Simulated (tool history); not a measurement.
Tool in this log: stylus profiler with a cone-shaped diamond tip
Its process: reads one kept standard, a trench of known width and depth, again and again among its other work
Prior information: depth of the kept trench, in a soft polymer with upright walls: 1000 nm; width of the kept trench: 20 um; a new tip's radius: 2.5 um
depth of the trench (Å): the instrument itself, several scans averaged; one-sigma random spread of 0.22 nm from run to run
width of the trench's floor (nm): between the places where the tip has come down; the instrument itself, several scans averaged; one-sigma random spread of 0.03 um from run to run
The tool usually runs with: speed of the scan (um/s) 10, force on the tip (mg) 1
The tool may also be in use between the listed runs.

run    hour  speed of the scan (um/s)  force on the tip (mg)  depth of the trench (Å)  width of the trench's floor (nm)
  1       0                        10                      1                  10058.2                             14970
  2    57.7                        10                      1                    10059                             14940
  3   103.8                        10                   0.48                  10043.1                             14830
  4   157.4                        10                   0.48                  10046.9                             14840
  5   197.7                        10                   0.48                  10047.9                             14780
  6   232.6                        10                   0.48                  10045.1                             14740
  7   273.6                         7                      1                  10059.9                             14690
  8   323.5                         4                      1                  10061.8                             14760
  9   353.8                        10                      1                  10058.3                             14680
 10   390.5                        10                      1                    10061                             14640
 11   444.3                        10                      1                  10067.8                             14600
 12   502.1                        10                      1                  10061.7                             14510
 13   553.6                        10                      1                    10064                             14520
 14   611.3                        10                   0.37                  10049.1                             14440
 15   659.8                         4                   0.63                  10059.3                             14510
 16   687.5                         4                   0.73                  10062.3                             14480
 17   721.8                         2                   1.43                  10081.7                             14510
 18   760.7                         2                   1.43                  10075.4                             14430
 19     791                         2                   1.43                  10076.5                             14390
 20   819.3                        20                   0.49                    10053                             14190
 21   862.8                        20                   2.61                  10102.9                             14310
 22   901.9                        32                   2.63                  10106.8                             14180
 23   953.3                        16                   2.52                  10106.3                             14270
 24   986.8                         2                   0.37                  10057.7                             14270
 25  1025.7                         2                   0.37                  10055.9                             14240
     1031.2  -- height scale calibrated on a step standard
 26  1074.1                         7                   1.46                  10048.1                             14210

What if the next run were any one of these 3? Each begins from the tool's condition after run 26:
  A  1128.3                         3                   0.73                        ?                                 ?
  B  1128.3                         5                   0.84                        ?                                 ?
  C  1128.3                        10                   0.59                        ?                                 ?

run  depth of the trench (Å)  width of the trench's floor (nm)
  A                  10029.2                             14110
  B                  10029.9                             14180
  C                  10025.6                             14120
Without the tool's unlogged condition, the same runs would have read:
run  depth of the trench (Å)  width of the trench's floor (nm)
  A                  10030.5                             15920
  B                  10031.2                             15980
  C                  10026.9                             15920
